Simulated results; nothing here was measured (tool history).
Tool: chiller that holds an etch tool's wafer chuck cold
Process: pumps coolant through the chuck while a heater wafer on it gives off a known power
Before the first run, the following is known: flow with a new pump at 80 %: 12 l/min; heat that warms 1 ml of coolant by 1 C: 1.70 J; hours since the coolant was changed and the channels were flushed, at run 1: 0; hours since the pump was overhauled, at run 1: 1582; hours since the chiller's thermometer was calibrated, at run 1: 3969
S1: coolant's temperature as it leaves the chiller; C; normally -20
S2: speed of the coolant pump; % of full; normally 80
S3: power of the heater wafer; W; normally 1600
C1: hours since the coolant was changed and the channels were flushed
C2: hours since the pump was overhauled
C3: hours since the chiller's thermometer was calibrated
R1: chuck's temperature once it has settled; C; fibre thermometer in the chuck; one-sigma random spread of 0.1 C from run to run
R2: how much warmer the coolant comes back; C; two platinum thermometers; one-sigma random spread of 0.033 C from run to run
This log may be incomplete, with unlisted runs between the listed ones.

{"run": 1, "day": 0.0, "S1": -20, "S2": 80, "S3": 1600, "C1": 0, "C2": 1582, "C3": 3969, "R1": -6.0, "R2": 4.9}
{"run": 2, "day": 5.871, "S1": -20, "S2": 80, "S3": 1600, "C1": 141, "C2": 1723, "C3": 4110, "R1": -5.9, "R2": 5.02}
{"run": 3, "day": 13.583, "S1": -20, "S2": 80, "S3": 1600, "C1": 326, "C2": 1908, "C3": 4295, "R1": -5.6, "R2": 5.03}
{"run": 4, "day": 17.642, "S1": -20, "S2": 80, "S3": 1600, "C1": 423, "C2": 2006, "C3": 4392, "R1": -5.5, "R2": 5.04}
{"run": 5, "day": 22.783, "S1": -20, "S2": 80, "S3": 1600, "C1": 547, "C2": 2129, "C3": 4516, "R1": -5.4, "R2": 5.07}
{"run": 6, "day": 29.558, "S1": -12, "S2": 80, "S3": 1600, "C1": 709, "C2": 2292, "C3": 4678, "R1": 2.7, "R2": 5.08}
{"run": 7, "day": 34.525, "S1": -12, "S2": 80, "S3": 1600, "C1": 829, "C2": 2411, "C3": 4797, "R1": 3.1, "R2": 5.07}
{"run": 8, "day": 39.996, "S1": -12, "S2": 80, "S3": 1600, "C1": 960, "C2": 2542, "C3": 4929, "R1": 3.1, "R2": 5.1}
{"run": 9, "day": 46.392, "S1": -12, "S2": 80, "S3": 1600, "C1": 1113, "C2": 2696, "C3": 5082, "R1": 3.4, "R2": 5.08}
{"run": 10, "day": 51.562, "S1": -12, "S2": 80, "S3": 1600, "C1": 1237, "C2": 2820, "C3": 5206, "R1": 3.4, "R2": 5.11}
{"run": 11, "day": 59.779, "S1": -29, "S2": 80, "S3": 1600, "C1": 1435, "C2": 3017, "C3": 5403, "R1": -13.4, "R2": 5.17}
{"day": 65.433, "done": "chiller's thermometer calibrated"}
{"run": 12, "day": 65.725, "S1": -20, "S2": 66, "S3": 1600, "C1": 1576, "C2": 3159, "C3": 7, "R1": -3.4, "R2": 6.35}
{"run": 13, "day": 73.879, "S1": -20, "S2": 66, "S3": 1600, "C1": 1772, "C2": 3355, "C3": 203, "R1": -2.8, "R2": 6.39}
{"run": 14, "day": 77.333, "S1": -20, "S2": 66, "S3": 1600, "C1": 1855, "C2": 3437, "C3": 286, "R1": -3.0, "R2": 6.34}
{"run": 15, "day": 81.1, "S1": -20, "S2": 66, "S3": 1600, "C1": 1945, "C2": 3528, "C3": 376, "R1": -2.4, "R2": 6.47}
{"run": 16, "day": 88.946, "S1": -20, "S2": 80, "S3": 1600, "C1": 2134, "C2": 3716, "C3": 564, "R1": -4.6, "R2": 5.32}
{"run": 17, "day": 95.692, "S1": -20, "S2": 80, "S3": 1600, "C1": 2296, "C2": 3878, "C3": 726, "R1": -4.3, "R2": 5.25}
{"run": 18, "day": 102.796, "S1": -25, "S2": 68, "S3": 1890, "C1": 2466, "C2": 4048, "C3": 897, "R1": -4.1, "R2": 7.42}
{"run": 19, "day": 107.312, "S1": -25, "S2": 68, "S3": 1890, "C1": 2574, "C2": 4157, "C3": 1005, "R1": -3.8, "R2": 7.51}
{"run": 20, "day": 112.012, "S1": -25, "S2": 68, "S3": 949, "C1": 2687, "C2": 4270, "C3": 1118, "R1": -14.3, "R2": 3.79}
{"run": 21, "day": 118.525, "S1": -25, "S2": 68, "S3": 949, "C1": 2844, "C2": 4426, "C3": 1274, "R1": -14.0, "R2": 3.78}
{"run": 22, "day": 125.804, "S1": -25, "S2": 68, "S3": 949, "C1": 3018, "C2": 4601, "C3": 1449, "R1": -14.0, "R2": 3.79}
{"run": 23, "day": 130.1, "S1": -10, "S2": 80, "S3": 1413, "C1": 3121, "C2": 4704, "C3": 1552, "R1": 4.8, "R2": 4.81}
{"run": 24, "day": 135.742, "S1": -10, "S2": 80, "S3": 1413, "C1": 3257, "C2": 4839, "C3": 1687, "R1": 5.0, "R2": 4.85}
{"run": 25, "day": 143.846, "S1": -10, "S2": 80, "S3": 1413, "C1": 3451, "C2": 5034, "C3": 1882, "R1": 5.2, "R2": 4.83}
{"run": 26, "day": 147.779, "S1": -15, "S2": 86, "S3": 1010, "C1": 3546, "C2": 5128, "C3": 1976, "R1": -4.3, "R2": 3.22}
{"run": 27, "day": 154.525, "S1": -14, "S2": 66, "S3": 1010, "C1": 3708, "C2": 5290, "C3": 2138, "R1": -1.1, "R2": 4.28}
{"run": 28, "day": 160.25, "S1": -14, "S2": 66, "S3": 1010, "C1": 3845, "C2": 5427, "C3": 2276, "R1": -1.2, "R2": 4.35}
{"run": 29, "day": 167.254, "S1": -18, "S2": 66, "S3": 1294, "C1": 4013, "C2": 5595, "C3": 2444, "R1": -1.5, "R2": 5.59}
{"run": 30, "day": 173.671, "S1": -18, "S2": 66, "S3": 1294, "C1": 4167, "C2": 5750, "C3": 2598, "R1": -1.0, "R2": 5.6}
{"run": 31, "day": 180.433, "S1": -18, "S2": 72, "S3": 859, "C1": 4329, "C2": 5912, "C3": 2760, "R1": -7.1, "R2": 3.38}

4 ways to go on from here, each from the tool as it stands after run 31. What would each give?
{"run": "A", "day": 188.608, "S1": -20, "S2": 82, "S3": 1947, "C1": 4526, "C2": 6108, "C3": 2956, "R1": "?", "R2": "?"}
{"run": "B", "day": 188.608, "S1": -20, "S2": 98, "S3": 1600, "C1": 4526, "C2": 6108, "C3": 2956, "R1": "?", "R2": "?"}
{"run": "C", "day": 188.608, "S1": -20, "S2": 63, "S3": 1600, "C1": 4526, "C2": 6108, "C3": 2956, "R1": "?", "R2": "?"}
{"run": "D", "day": 188.608, "S1": -20, "S2": 80, "S3": 1770, "C1": 4526, "C2": 6108, "C3": 2956, "R1": "?", "R2": "?"}

run=A R1=2.6 R2=6.79
run=B R1=-3.5 R2=4.65
run=C R1=2.0 R2=7.46
run=D R1=0.9 R2=6.34
Had the tool no hidden state, the same runs would have come out as:
run=A R1=-4.5 R2=5.59
run=B R1=-8.8 R2=3.83
run=C R1=-4.9 R2=6.16
run=D R1=-5.7 R2=5.22

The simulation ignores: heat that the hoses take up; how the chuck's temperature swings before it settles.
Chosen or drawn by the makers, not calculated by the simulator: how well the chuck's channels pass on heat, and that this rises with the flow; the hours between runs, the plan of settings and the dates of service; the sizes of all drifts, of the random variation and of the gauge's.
